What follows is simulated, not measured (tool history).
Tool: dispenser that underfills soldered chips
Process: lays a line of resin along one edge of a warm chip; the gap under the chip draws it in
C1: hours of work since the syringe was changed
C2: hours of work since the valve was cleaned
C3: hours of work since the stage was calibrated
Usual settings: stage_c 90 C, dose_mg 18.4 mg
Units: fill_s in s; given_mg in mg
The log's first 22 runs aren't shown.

At day 11.338: new syringe of resin.
At day 11.567: dispensing valve cleaned and set on the balance.
Run 23, day 11.804: usual settings but dose_mg 21.1 mg; C1 7; C2 4; C3 97. Result: fill_s 84.5 s, given_mg 21.11 mg.
At day 11.967: new syringe of resin.
Run 24, day 12.433: usual settings but dose_mg 16.9 mg; C1 7; C2 13; C3 106. Result: fill_s 87.4 s, given_mg 16.71 mg.
At day 12.538: new syringe of resin.
Run 25, day 13.008: usual settings but stage_c 83 C, dose_mg 22.3 mg; C1 7; C2 22; C3 115. Result: fill_s 116.7 s, given_mg 21.94 mg.
At day 13.125: new syringe of resin.
Run 26, day 13.604: usual settings but stage_c 83 C, dose_mg 22.3 mg; C1 7; C2 31; C3 124. Result: fill_s 119.5 s, given_mg 21.78 mg.
At day 13.717: new syringe of resin.
Run 27, day 13.950: usual settings but stage_c 93 C, dose_mg 22.1 mg; C1 4; C2 36; C3 129. Result: fill_s 59.9 s, given_mg 21.44 mg.
At day 14.317: new syringe of resin.
Run 28, day 14.550: usual settings but stage_c 101 C, dose_mg 19.9 mg; C1 4; C2 45; C3 138. Result: fill_s 42.3 s, given_mg 19.19 mg.
At day 14.888: new syringe of resin.
Run 29, day 15.208: usual settings but stage_c 80 C, dose_mg 20.9 mg; C1 5; C2 55; C3 148. Result: fill_s 119.2 s, given_mg 19.95 mg.
At day 15.454: new syringe of resin.
Run 30, day 15.646: usual settings but stage_c 82 C, dose_mg 20.9 mg; C1 3; C2 62; C3 155. Result: fill_s 94.8 s, given_mg 19.82 mg.
At day 16.033: new syringe of resin.
Run 31, day 16.050: usual settings but stage_c 76 C, dose_mg 18.1 mg; C1 0; C2 68; C3 161. Result: fill_s 109.2 s, given_mg 17.02 mg.
Run 32, day 16.396: usual settings but stage_c 76 C, dose_mg 18.1 mg; C1 6; C2 73; C3 166. Result: fill_s 150.5 s, given_mg 17.02 mg.
At day 16.646: new syringe of resin.
At day 16.746: dispensing valve cleaned and set on the balance.
Run 33, day 17.183: usual settings but stage_c 85 C, dose_mg 16.2 mg; C1 8; C2 7; C3 177. Result: fill_s 117.2 s, given_mg 16.10 mg.

5 ways to go on from here, each from the tool as it stands after run 33. What would each give?
At day 17.262: new syringe of resin.
Run A, day 17.679: usual settings but stage_c 98 C, dose_mg 19.0 mg; C1 6; C2 14; C3 185. Result: fill_s ?, given_mg ?.
At day 17.262: new syringe of resin.
Run B, day 17.679: usual settings but dose_mg 16.6 mg; C1 6; C2 14; C3 185. Result: fill_s ?, given_mg ?.
At day 17.262: new syringe of resin.
Run C, day 17.679: usual settings but stage_c 88 C, dose_mg 18.3 mg; C1 6; C2 14; C3 185. Result: fill_s ?, given_mg ?.
At day 17.262: new syringe of resin.
Run D, day 17.679: usual settings but stage_c 97 C, dose_mg 18.3 mg; C1 6; C2 14; C3 185. Result: fill_s ?, given_mg ?.
At day 17.262: new syringe of resin.
Run E, day 17.679: usual settings but stage_c 94 C, dose_mg 19.9 mg; C1 6; C2 14; C3 185. Result: fill_s ?, given_mg ?.

run  fill_s  given_mg
  A    56.4     18.83
  B    83.2     16.35
  C    89.0     18.03
  D    58.2     18.02
  E    67.7     19.60
Without the tool's hidden state the same runs would have given:
run  fill_s  given_mg
  A    38.2     19.10
  B    56.4     16.59
  C    60.5     18.29
  D    39.3     18.29
  E    46.0     19.89
